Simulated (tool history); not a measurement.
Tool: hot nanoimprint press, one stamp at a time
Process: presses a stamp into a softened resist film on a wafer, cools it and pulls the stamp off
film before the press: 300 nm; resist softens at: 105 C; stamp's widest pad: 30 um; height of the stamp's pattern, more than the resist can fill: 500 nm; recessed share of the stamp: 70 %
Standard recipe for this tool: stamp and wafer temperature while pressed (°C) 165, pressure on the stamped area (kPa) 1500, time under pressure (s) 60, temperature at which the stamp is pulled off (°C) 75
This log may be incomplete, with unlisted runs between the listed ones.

run	hour	stamp and wafer temperature while pressed (°C)	pressure on the stamped area (kPa)	time under pressure (s)	temperature at which the stamp is pulled off (°C)	resist left under the stamp's widest pad (Å)	greatest force while the stamp is pulled off (N)
1	0	165	1500	60	75	1544	152
2	46	156	1500	60	75	2240	157
3	73.2	165	1500	60	75	1538	151
4	125	165	1500	60	81	1538	140
5	168.8	165	1500	60	81	1536	149
6	218.9	165	1500	60	75	1533	161
# hour 244.1: stamp cleaned and given a new release coat
7	263.5	176	1500	42	75	1060	136
8	315.8	165	1500	39	68	1753	148
9	345.3	158	1640	60	78	1990	132
10	372.4	161	1640	60	73	1754	143
11	431	171	1170	49	61	1405	166

Consider 4 possible next runs. They are alternatives, not a sequence: every one starts from the tool as it was left by run 11. What does each give?
A	459.4	163	1500	74	66	?	?
B	459.4	165	1400	60	75	?	?
C	459.4	171	950	49	68	?	?
D	459.4	165	1760	60	75	?	?

run	resist left under the stamp's widest pad (Å)	greatest force while the stamp is pulled off (N)
A	1553	163
B	1565	137
C	1528	151
D	1413	138
Without the tool's unlogged condition, the same runs would have read:
run	resist left under the stamp's widest pad (Å)	greatest force while the stamp is pulled off (N)
A	1569	158
B	1580	133
C	1548	147
D	1423	134

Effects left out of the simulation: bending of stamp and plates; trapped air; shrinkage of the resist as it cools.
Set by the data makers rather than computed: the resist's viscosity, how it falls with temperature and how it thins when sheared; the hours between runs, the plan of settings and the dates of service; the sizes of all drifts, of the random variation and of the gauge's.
